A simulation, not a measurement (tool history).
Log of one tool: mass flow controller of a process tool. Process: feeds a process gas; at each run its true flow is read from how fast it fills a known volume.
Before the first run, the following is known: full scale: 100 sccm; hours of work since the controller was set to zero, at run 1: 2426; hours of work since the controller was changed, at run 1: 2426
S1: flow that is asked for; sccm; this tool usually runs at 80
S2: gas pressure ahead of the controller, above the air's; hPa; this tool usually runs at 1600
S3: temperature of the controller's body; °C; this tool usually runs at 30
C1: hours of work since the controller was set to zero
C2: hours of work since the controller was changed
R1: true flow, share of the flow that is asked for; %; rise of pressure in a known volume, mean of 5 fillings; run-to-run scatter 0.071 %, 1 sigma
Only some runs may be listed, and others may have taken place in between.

run 1 hour=0 | S1=80 S2=1600 S3=30 | C1=2426 C2=2426 | R1=99.22
run 2 hour=86.8 | S1=80 S2=1600 S3=30 | C1=2480 C2=2480 | R1=99.12
run 3 hour=189.2 | S1=80 S2=1600 S3=30 | C1=2544 C2=2544 | R1=98.99
run 4 hour=260.5 | S1=80 S2=1600 S3=31 | C1=2588 C2=2588 | R1=98.95
run 5 hour=334.8 | S1=80 S2=1600 S3=31 | C1=2634 C2=2634 | R1=98.95
run 6 hour=401.5 | S1=80 S2=2750 S3=30 | C1=2676 C2=2676 | R1=98.56
run 7 hour=462.4 | S1=29 S2=1600 S3=30 | C1=2714 C2=2714 | R1=98.77
run 8 hour=507.8 | S1=57 S2=1600 S3=30 | C1=2742 C2=2742 | R1=98.71
run 9 hour=592.4 | S1=80 S2=2740 S3=30 | C1=2795 C2=2795 | R1=98.52
run 10 hour=651.2 | S1=80 S2=2740 S3=30 | C1=2831 C2=2831 | R1=98.43
run 11 hour=730.9 | S1=15 S2=1450 S3=36 | C1=2881 C2=2881 | R1=99.01
run 12 hour=773 | S1=38 S2=1800 S3=39 | C1=2907 C2=2907 | R1=98.26
run 13 hour=837.5 | S1=38 S2=1800 S3=39 | C1=2947 C2=2947 | R1=98.26
run 14 hour=931.3 | S1=16 S2=1810 S3=30 | C1=3006 C2=3006 | R1=98.95
run 15 hour=977.3 | S1=16 S2=1810 S3=30 | C1=3035 C2=3035 | R1=98.95
run 16 hour=1021.9 | S1=16 S2=1810 S3=30 | C1=3062 C2=3062 | R1=98.88

Predict the results of run 17:
run 17 hour=1077.8 | S1=18 S2=2370 S3=30 | C1=3097 C2=3097 | R1=?

{"run 17": {"R1": 98.58}}
The same run, on a tool lacking any hidden state, would have yielded R1 98.57 %.
